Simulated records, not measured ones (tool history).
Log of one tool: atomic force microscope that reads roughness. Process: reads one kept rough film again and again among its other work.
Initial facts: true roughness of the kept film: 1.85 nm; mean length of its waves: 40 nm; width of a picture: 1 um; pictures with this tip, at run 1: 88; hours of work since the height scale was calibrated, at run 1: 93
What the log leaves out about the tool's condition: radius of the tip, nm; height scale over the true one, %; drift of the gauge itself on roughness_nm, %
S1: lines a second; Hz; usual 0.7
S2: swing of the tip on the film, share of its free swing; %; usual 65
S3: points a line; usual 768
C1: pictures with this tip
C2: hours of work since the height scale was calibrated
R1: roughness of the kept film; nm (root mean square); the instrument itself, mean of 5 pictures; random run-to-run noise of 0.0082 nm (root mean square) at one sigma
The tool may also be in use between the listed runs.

run 1 day=0 | S1=0.7 S2=65 S3=768 | C1=88 C2=93 | R1=1.739
run 2 day=0.288 | S1=0.849 S2=65 S3=768 | C1=102 C2=98 | R1=1.738
-- day=0.4 new tip fitted
run 3 day=0.55 | S1=0.849 S2=65 S3=768 | C1=8 C2=102 | R1=1.781
run 4 day=0.842 | S1=0.849 S2=65 S3=384 | C1=22 C2=107 | R1=1.784
run 5 day=1.246 | S1=0.849 S2=65 S3=384 | C1=43 C2=114 | R1=1.761
run 6 day=1.6 | S1=0.849 S2=65 S3=384 | C1=61 C2=120 | R1=1.748
run 7 day=1.975 | S1=0.849 S2=65 S3=384 | C1=80 C2=126 | R1=1.735
run 8 day=2.438 | S1=0.849 S2=65 S3=384 | C1=104 C2=134 | R1=1.73
-- day=2.504 new tip fitted
run 9 day=2.862 | S1=0.849 S2=65 S3=384 | C1=18 C2=141 | R1=1.769
run 10 day=3.312 | S1=0.849 S2=61 S3=384 | C1=41 C2=149 | R1=1.749
run 11 day=3.712 | S1=0.849 S2=61 S3=384 | C1=61 C2=156 | R1=1.751
run 12 day=4.162 | S1=0.849 S2=61 S3=384 | C1=84 C2=163 | R1=1.749
run 13 day=4.396 | S1=0.7 S2=76 S3=768 | C1=96 C2=167 | R1=1.715
-- day=4.638 new tip fitted
run 14 day=4.933 | S1=0.7 S2=76 S3=768 | C1=16 C2=176 | R1=1.752
run 15 day=5.371 | S1=0.7 S2=76 S3=768 | C1=38 C2=183 | R1=1.747
run 16 day=5.929 | S1=0.7 S2=72 S3=768 | C1=67 C2=193 | R1=1.75
run 17 day=6.446 | S1=0.567 S2=65 S3=768 | C1=93 C2=202 | R1=1.755
-- day=6.771 new tip fitted
run 18 day=6.892 | S1=0.7 S2=65 S3=768 | C1=6 C2=209 | R1=1.775
run 19 day=7.342 | S1=0.7 S2=65 S3=768 | C1=29 C2=217 | R1=1.774
run 20 day=7.842 | S1=0.7 S2=65 S3=768 | C1=54 C2=225 | R1=1.762
run 21 day=8.396 | S1=0.7 S2=65 S3=768 | C1=83 C2=235 | R1=1.749
run 22 day=8.754 | S1=0.7 S2=65 S3=768 | C1=101 C2=241 | R1=1.739
-- day=8.908 new tip fitted
run 23 day=9.312 | S1=0.7 S2=65 S3=768 | C1=21 C2=250 | R1=1.774
run 24 day=9.542 | S1=0.7 S2=69 S3=768 | C1=32 C2=254 | R1=1.771
run 25 day=10.062 | S1=0.7 S2=69 S3=768 | C1=59 C2=263 | R1=1.76
run 26 day=10.612 | S1=0.7 S2=69 S3=768 | C1=87 C2=272 | R1=1.743
-- day=11.017 new tip fitted
run 27 day=11.171 | S1=2.291 S2=74 S3=303 | C1=8 C2=281 | R1=1.686
run 28 day=11.575 | S1=0.708 S2=65 S3=842 | C1=28 C2=288 | R1=1.766
-- day=11.658 height scale calibrated on a step standard
run 29 day=12.004 | S1=0.868 S2=65 S3=388 | C1=48 C2=6 | R1=1.752
run 30 day=12.3 | S1=0.617 S2=64 S3=658 | C1=63 C2=11 | R1=1.75
run 31 day=12.55 | S1=0.7 S2=82 S3=405 | C1=76 C2=15 | R1=1.729
run 32 day=12.888 | S1=1.632 S2=65 S3=768 | C1=93 C2=21 | R1=1.713
-- day=13.2 new tip fitted
run 33 day=13.367 | S1=0.7 S2=65 S3=662 | C1=9 C2=29 | R1=1.763
-- day=13.758 height scale calibrated on a step standard, once more
run 34 day=13.779 | S1=0.7 S2=58 S3=396 | C1=28 C2=0 | R1=1.77
run 35 day=14.225 | S1=3.841 S2=89 S3=890 | C1=51 C2=8 | R1=1.484
run 36 day=14.742 | S1=3.841 S2=89 S3=890 | C1=77 C2=17 | R1=1.468
run 37 day=15.175 | S1=3.841 S2=89 S3=890 | C1=99 C2=24 | R1=1.467
-- day=15.35 new tip fitted
run 38 day=15.546 | S1=2.17 S2=84 S3=890 | C1=10 C2=30 | R1=1.651
run 39 day=15.771 | S1=2.17 S2=65 S3=270 | C1=22 C2=34 | R1=1.716
run 40 day=16.1 | S1=0.704 S2=56 S3=268 | C1=39 C2=40 | R1=1.758
run 41 day=16.421 | S1=0.704 S2=56 S3=268 | C1=55 C2=45 | R1=1.759
run 42 day=16.754 | S1=0.598 S2=56 S3=268 | C1=72 C2=51 | R1=1.767
run 43 day=17.238 | S1=0.7 S2=65 S3=895 | C1=97 C2=59 | R1=1.748
-- day=17.454 new tip fitted
run 44 day=17.658 | S1=2.656 S2=68 S3=895 | C1=10 C2=66 | R1=1.718
run 45 day=18.138 | S1=2.656 S2=68 S3=895 | C1=35 C2=74 | R1=1.71
run 46 day=18.554 | S1=0.52 S2=68 S3=345 | C1=56 C2=81 | R1=1.752
run 47 day=19.079 | S1=3.462 S2=82 S3=768 | C1=83 C2=90 | R1=1.546
run 48 day=19.517 | S1=0.943 S2=65 S3=424 | C1=105 C2=97 | R1=1.741
-- day=19.567 new tip fitted
run 49 day=20 | S1=0.7 S2=67 S3=728 | C1=22 C2=105 | R1=1.761
run 50 day=20.383 | S1=0.7 S2=75 S3=632 | C1=41 C2=112 | R1=1.752
run 51 day=20.762 | S1=1.032 S2=58 S3=359 | C1=61 C2=118 | R1=1.751
run 52 day=21.088 | S1=1.032 S2=60 S3=415 | C1=77 C2=124 | R1=1.747

Predict each of these 4 candidate next runs independently; none follows another, all start after run 52:
run A day=21.588 | S1=2.619 S2=74 S3=768 | C1=103 C2=132 | R1=?
run B day=21.588 | S1=1.532 S2=84 S3=445 | C1=103 C2=132 | R1=?
run C day=21.588 | S1=0.518 S2=87 S3=415 | C1=103 C2=132 | R1=?
run D day=21.588 | S1=1.208 S2=61 S3=800 | C1=103 C2=132 | R1=?

run=A R1=1.66
run=B R1=1.649
run=C R1=1.712
run=D R1=1.726
Had the tool no hidden state, the same runs would have come out as:
run=A R1=1.704
run=B R1=1.693
run=C R1=1.758
run=D R1=1.772
